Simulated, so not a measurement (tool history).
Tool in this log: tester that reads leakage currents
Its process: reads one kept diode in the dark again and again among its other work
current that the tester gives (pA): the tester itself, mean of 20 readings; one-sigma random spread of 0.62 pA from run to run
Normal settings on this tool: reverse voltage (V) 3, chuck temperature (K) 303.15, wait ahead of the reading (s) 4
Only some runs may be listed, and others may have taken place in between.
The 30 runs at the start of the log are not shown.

| run | day | reverse voltage (V) | chuck temperature (K) | wait ahead of the reading (s) | current that the tester gives (pA) |
|---|---|---|---|---|---|
| 31 | 69.358 | 4.35 | 299.15 | 4 | 184.29 |
| 32 | 72 | 5.21 | 316.15 | 0.92 | 690.26 |
| 33 | 75.025 | 1.33 | 300.15 | 1 | 100.8 |
| 34 | 78.175 | 3 | 332.15 | 3.44 | 1410.43 |
| 35 | 81.629 | 1.2 | 293.15 | 4 | 55.58 |
| 36 | 84.496 | 16.61 | 298.15 | 1.2 | 384.01 |
|  | 86.733 | chuck's temperature calibrated |
| 37 | 87.258 | 16.61 | 301.15 | 1.2 | 500.51 |
| 38 | 90.458 | 18.26 | 303.15 | 3.65 | 605.99 |
| 39 | 93.996 | 1.43 | 316.15 | 1.13 | 346.99 |
| 40 | 95.617 | 8.33 | 301.15 | 0.67 | 336.54 |

Consider 3 possible next runs. They are alternatives, not a sequence: every one starts from the tool as it was left by run 40. What does each give?
| A | 97.688 | 1.42 | 301.15 | 0.67 | ? |
| B | 97.688 | 8.33 | 300.15 | 0.67 | ? |
| C | 97.688 | 8.33 | 314.15 | 0.67 | ? |

| run | current that the tester gives (pA) |
|---|---|
| A | 120.21 |
| B | 313.84 |
| C | 830.64 |
Had the tool no hidden state, the same runs would have come out as:
| run | current that the tester gives (pA) |
|---|---|
| A | 116.98 |
| B | 297.15 |
| C | 810.71 |

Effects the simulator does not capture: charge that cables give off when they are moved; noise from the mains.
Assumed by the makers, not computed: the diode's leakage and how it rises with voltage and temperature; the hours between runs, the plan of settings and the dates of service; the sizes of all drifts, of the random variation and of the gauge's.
